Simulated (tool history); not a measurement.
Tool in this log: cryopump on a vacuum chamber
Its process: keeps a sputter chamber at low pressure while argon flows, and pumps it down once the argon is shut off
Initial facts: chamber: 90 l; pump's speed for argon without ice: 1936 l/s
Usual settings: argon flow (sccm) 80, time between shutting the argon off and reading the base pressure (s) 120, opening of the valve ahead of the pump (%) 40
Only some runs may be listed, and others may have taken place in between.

run	hour	argon flow (sccm)	time between shutting the argon off and reading the base pressure (s)	opening of the valve ahead of the pump (%)	pressure while argon flows (Pa)	pressure after the wait (uPa)
1	0	80	120	40	0.1843	0.67
2	9.6	80	120	40	0.1853	0.68
3	18.4	80	120	40	0.1855	0.64
4	35.1	80	120	40	0.1843	0.65
5	46.2	80	120	40	0.1842	0.69
6	57.6	80	120	40	0.1846	0.69
7	74.5	80	120	40	0.186	0.66
8	94.4	80	120	40	0.1855	0.7
9	107.7	80	120	40	0.1858	0.69
10	128.2	80	120	40	0.1848	0.71
11	138.9	80	120	40	0.187	0.67
12	153.5	80	120	40	0.1863	0.67
13	171.7	80	120	40	0.1863	0.72
14	189.8	81	120	19	0.3838	0.73
15	209.1	80	120	34	0.2179	0.74
16	223.7	69	120	17	0.3661	0.72
17	236.9	69	120	17	0.366	0.72
18	247.5	46	32	21	0.1975	1.61
19	256.3	46	32	21	0.1992	1.6
20	274.1	41	146	58	0.0686	0.7
21	290.1	41	146	48	0.0817	0.64
22	309	80	23	40	0.1883	2.05
23	328.6	80	23	40	0.1894	2.11
24	338.3	80	23	40	0.1896	2.1
25	351.6	49	120	39	0.1201	0.73

Below are 5 alternative next runs, each starting from the tool's condition after run 25. Predict each:
A	363.8	80	119	46	?	?
B	363.8	70	120	51	?	?
C	363.8	66	57	22	?	?
D	363.8	67	120	39	?	?
E	363.8	78	49	50	?	?

run	pressure while argon flows (Pa)	pressure after the wait (uPa)
A	0.1676	0.73
B	0.1335	0.72
C	0.2734	1.07
D	0.1622	0.72
E	0.1496	1.18
The same runs, with their run-to-run variation unchanged, on a tool lacking any hidden condition would have given:
run	pressure while argon flows (Pa)	pressure after the wait (uPa)
A	0.1529	0.48
B	0.1205	0.46
C	0.2613	0.81
D	0.1498	0.46
E	0.1353	0.92
